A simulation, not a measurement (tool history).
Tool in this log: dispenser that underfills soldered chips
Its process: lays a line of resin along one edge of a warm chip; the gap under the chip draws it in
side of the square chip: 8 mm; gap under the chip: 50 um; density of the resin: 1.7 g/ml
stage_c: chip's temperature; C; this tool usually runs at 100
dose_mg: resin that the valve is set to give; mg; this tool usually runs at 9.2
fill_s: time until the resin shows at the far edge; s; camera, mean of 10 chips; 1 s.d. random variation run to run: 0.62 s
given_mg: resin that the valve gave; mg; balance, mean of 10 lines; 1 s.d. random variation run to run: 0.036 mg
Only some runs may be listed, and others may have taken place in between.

run	day	stage_c	dose_mg	fill_s	given_mg
1	0	100	9.2	63	9.14
2	0.192	109	9.2	56.2	9.11
# day 0.304: new syringe of resin
3	0.604	109	9.2	56.1	9.09
# day 0.75: new syringe of resin
4	1.067	109	9.2	57.7	8.94
# day 1.192: new syringe of resin
5	1.346	109	9.2	50.8	9.01
# day 1.612: new syringe of resin
6	1.646	95	9.2	66.4	8.93
7	1.921	100	10.58	71.3	10.18
# day 2.071: new syringe of resin
8	2.196	100	9.77	62.2	9.29
# day 2.5: new syringe of resin
9	2.558	100	11.21	59.3	10.64
10	2.846	100	11.21	75.2	10.67
# day 2.938: new syringe of resin
11	3.096	100	10.04	63.7	9.48
12	3.308	100	10.04	77.1	9.48
# day 3.383: new syringe of resin
13	3.679	100	11.53	72.6	10.8
# day 3.808: new syringe of resin
14	4.075	100	11.53	70.9	10.79
# day 4.229: new syringe of resin
15	4.475	109	9.2	55.3	8.6
# day 4.65: new syringe of resin
16	4.75	109	9.2	49.4	8.44
# day 4.875: dispensing valve cleaned and set on the balance
17	5.083	92	9.2	97.5	9.2
# day 5.133: new syringe of resin
18	5.312	92	9.2	83	9.14
# day 5.558: new syringe of resin
19	5.592	94	9.69	69.5	9.64
20	5.804	94	9.69	82	9.56
# day 6.012: new syringe of resin
21	6.225	115	9.97	45.9	9.78
# day 6.433: new syringe of resin
22	6.525	112	8.34	46.2	8.13
# day 6.854: new syringe of resin
23	6.938	112	9.45	45.9	9.1
24	7.238	91	9.01	103.9	8.75
# day 7.279: new syringe of resin
25	7.492	91	9.01	87.8	8.69
# day 7.704: new syringe of resin
26	7.792	92	9.2	78.2	8.77
# day 8.146: new syringe of resin
27	8.246	92	9.2	78.9	8.78
28	8.533	100	8.2	82.6	7.78
# day 8.583: new syringe of resin
29	8.842	100	8.2	73.8	7.73
# day 9.008: new syringe of resin
30	9.208	100	11.35	67.7	10.71
# day 9.438: new syringe of resin
31	9.608	105	8.35	59.3	7.8
# day 9.875: new syringe of resin
32	10.05	102	9.06	65.8	8.42
# day 10.312: new syringe of resin
33	10.312	102	9.06	55.5	8.42
34	10.504	102	9.06	65.8	8.38
# day 10.583: dispensing valve cleaned and set on the balance
# day 10.775: new syringe of resin
35	10.879	102	9.06	59.3	8.96
# day 11.217: new syringe of resin
36	11.329	102	9.06	58.8	8.86

What if the next run were any one of these 3? Each begins from the tool's condition after run 36:
A	11.588	100	8.51	?	?
B	11.588	106	8.21	?	?
C	11.588	105	9.2	?	?

run	fill_s	given_mg
A	78.5	8.36
B	67.1	8.14
C	67.2	9
Without the tool's hidden state the same runs would have given:
run	fill_s	given_mg
A	55.1	8.51
B	47	8.28
C	47.2	9.16

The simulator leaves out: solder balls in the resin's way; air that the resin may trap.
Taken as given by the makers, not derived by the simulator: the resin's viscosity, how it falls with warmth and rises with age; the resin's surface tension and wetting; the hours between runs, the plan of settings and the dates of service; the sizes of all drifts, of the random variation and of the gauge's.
